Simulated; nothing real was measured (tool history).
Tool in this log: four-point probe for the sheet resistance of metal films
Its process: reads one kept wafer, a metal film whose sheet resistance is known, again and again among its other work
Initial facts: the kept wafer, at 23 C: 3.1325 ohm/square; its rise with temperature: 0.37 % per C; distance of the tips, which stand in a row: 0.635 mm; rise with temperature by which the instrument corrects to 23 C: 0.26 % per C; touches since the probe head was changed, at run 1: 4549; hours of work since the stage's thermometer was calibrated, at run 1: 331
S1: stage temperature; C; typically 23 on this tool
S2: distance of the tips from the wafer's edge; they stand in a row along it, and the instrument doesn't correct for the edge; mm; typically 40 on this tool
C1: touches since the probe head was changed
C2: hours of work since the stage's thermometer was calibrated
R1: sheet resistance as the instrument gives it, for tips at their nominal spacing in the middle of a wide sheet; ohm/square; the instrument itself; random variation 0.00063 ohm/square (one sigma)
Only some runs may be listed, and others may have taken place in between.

run   hour  S1  S2     C1   C2        R1
  1    0.0  23  40   4549  331  3.124356
  2   14.5  23  40   4758  338  3.122723
  3   28.9  23  40   4964  345  3.123120
  4   45.7  28  40   5206  353  3.139349
  5   60.6  23   4   5421  361  3.164231
  6   79.5  23   4   5692  370  3.164324
  7   93.3  23   4   5890  377  3.164678
  8  112.5  23   4   6167  387  3.164167
  9  123.4  23   4   6324  392  3.164640
 10  135.5  23   4   6498  398  3.163635
 11  158.9  23  13   6834  410  3.126093
 12  184.0  27  40   7196  422  3.134912
 13  204.5  27  40   7491  433  3.134281
 14  223.9  27  40   7769  442  3.134294
 15  242.7  22  40   8040  452  3.116959
 16  262.1  20  40   8319  462  3.111756
 17  287.5  23  40   8684  474  3.121963
 18  301.2  23  40   8881  481  3.121202
 19  325.7  23  40   9233  493  3.121513
 20  344.1  23  40   9498  503  3.119851
 21  364.3  23  40   9788  513  3.120498
 22  385.0  33   7  10086  523  3.166033
 23  401.5  23   9  10323  531  3.127652
 24  412.2  23   4  10477  537  3.161033
 25  436.1  22  20  10822  549  3.116974
 26  455.3  24  20  11097  558  3.123759
 27  468.5  29  45  11287  565  3.138489
 28  484.1  20  42  11511  572  3.109841
 29  503.1  20  42  11785  582  3.109167
 30  521.7  26   9  12053  591  3.136806
 31  537.4  26   6  12278  599  3.146477
 32  561.1  21   3  12620  611  3.185901
 33  581.1  28  40  12906  621  3.134191
 34  605.2  28  40  13254  633  3.134626
 35  624.5  28  40  13532  643  3.134327
 36  646.8  18  65  13851  654  3.101994
 37  665.9  28  27  14126  663  3.134631
 38  690.2  23   8  14477  676  3.128171
 39  701.5  23   8  14639  681  3.127938

4 ways to go on from here, each from the tool as it stands after run 39. What would each give?
  A  715.2  33  60  14835  688   ?
  B  715.2  23   6  14835  688   ?
  C  715.2  29  25  14835  688   ?
  D  715.2  18  27  14835  688   ?

run        R1
  A  3.149654
  B  3.136813
  C  3.137153
  D  3.103160
What these runs would have given with no unlogged condition in the tool:
run        R1
  A  3.164990
  B  3.152127
  C  3.152446
  D  3.118340
